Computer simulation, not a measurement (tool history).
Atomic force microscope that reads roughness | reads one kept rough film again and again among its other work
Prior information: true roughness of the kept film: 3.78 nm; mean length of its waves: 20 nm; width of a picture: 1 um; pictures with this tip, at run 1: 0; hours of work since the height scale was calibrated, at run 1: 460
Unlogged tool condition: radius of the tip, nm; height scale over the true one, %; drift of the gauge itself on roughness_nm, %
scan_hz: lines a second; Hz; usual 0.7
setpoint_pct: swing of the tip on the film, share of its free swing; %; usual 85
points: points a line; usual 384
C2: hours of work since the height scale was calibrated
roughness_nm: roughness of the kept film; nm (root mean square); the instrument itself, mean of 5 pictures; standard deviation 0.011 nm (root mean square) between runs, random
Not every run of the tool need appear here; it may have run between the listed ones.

{"run": 1, "day": 0.0, "scan_hz": 0.7, "setpoint_pct": 85, "points": 384, "pictures with this tip": 0, "C2": 460, "roughness_nm": 2.636}
{"run": 2, "day": 1.733, "scan_hz": 0.7, "setpoint_pct": 85, "points": 314, "pictures with this tip": 77, "C2": 492, "roughness_nm": 2.609}
{"day": 2.125, "done": "new tip fitted"}
{"run": 3, "day": 3.367, "scan_hz": 0.7, "setpoint_pct": 85, "points": 314, "pictures with this tip": 55, "C2": 522, "roughness_nm": 2.617}
{"day": 4.271, "done": "new tip fitted"}
{"run": 4, "day": 4.638, "scan_hz": 0.7, "setpoint_pct": 85, "points": 314, "pictures with this tip": 16, "C2": 546, "roughness_nm": 2.61}
{"run": 5, "day": 5.846, "scan_hz": 0.7, "setpoint_pct": 85, "points": 384, "pictures with this tip": 69, "C2": 568, "roughness_nm": 2.659}
{"day": 6.388, "done": "new tip fitted"}
{"run": 6, "day": 7.362, "scan_hz": 0.7, "setpoint_pct": 85, "points": 384, "pictures with this tip": 43, "C2": 596, "roughness_nm": 2.637}
{"day": 8.512, "done": "new tip fitted"}
{"run": 7, "day": 8.725, "scan_hz": 0.7, "setpoint_pct": 85, "points": 384, "pictures with this tip": 9, "C2": 621, "roughness_nm": 2.641}
{"run": 8, "day": 9.779, "scan_hz": 0.7, "setpoint_pct": 85, "points": 384, "pictures with this tip": 56, "C2": 641, "roughness_nm": 2.656}
{"day": 10.654, "done": "new tip fitted"}
{"run": 9, "day": 11.4, "scan_hz": 3.941, "setpoint_pct": 76, "points": 331, "pictures with this tip": 33, "C2": 671, "roughness_nm": 2.455}
{"run": 10, "day": 12.342, "scan_hz": 1.605, "setpoint_pct": 85, "points": 384, "pictures with this tip": 75, "C2": 688, "roughness_nm": 2.536}
{"day": 12.796, "done": "new tip fitted"}
{"run": 11, "day": 13.279, "scan_hz": 1.605, "setpoint_pct": 85, "points": 384, "pictures with this tip": 22, "C2": 705, "roughness_nm": 2.583}
{"run": 12, "day": 14.142, "scan_hz": 1.605, "setpoint_pct": 85, "points": 384, "pictures with this tip": 60, "C2": 721, "roughness_nm": 2.553}

Here are 3 independent what-if runs from the current tool condition. What would each one return?
{"day": 14.917, "done": "new tip fitted"}
{"run": "A", "day": 15.146, "scan_hz": 2.905, "setpoint_pct": 85, "points": 384, "pictures with this tip": 10, "C2": 740, "roughness_nm": "?"}
{"day": 14.917, "done": "new tip fitted"}
{"run": "B", "day": 15.146, "scan_hz": 0.696, "setpoint_pct": 85, "points": 562, "pictures with this tip": 10, "C2": 740, "roughness_nm": "?"}
{"day": 14.917, "done": "new tip fitted"}
{"run": "C", "day": 15.146, "scan_hz": 2.457, "setpoint_pct": 77, "points": 953, "pictures with this tip": 10, "C2": 740, "roughness_nm": "?"}

run=A roughness_nm=2.456
run=B roughness_nm=2.651
run=C roughness_nm=2.588
What these runs would have given with no unlogged condition in the tool:
run=A roughness_nm=2.457
run=B roughness_nm=2.651
run=C roughness_nm=2.588
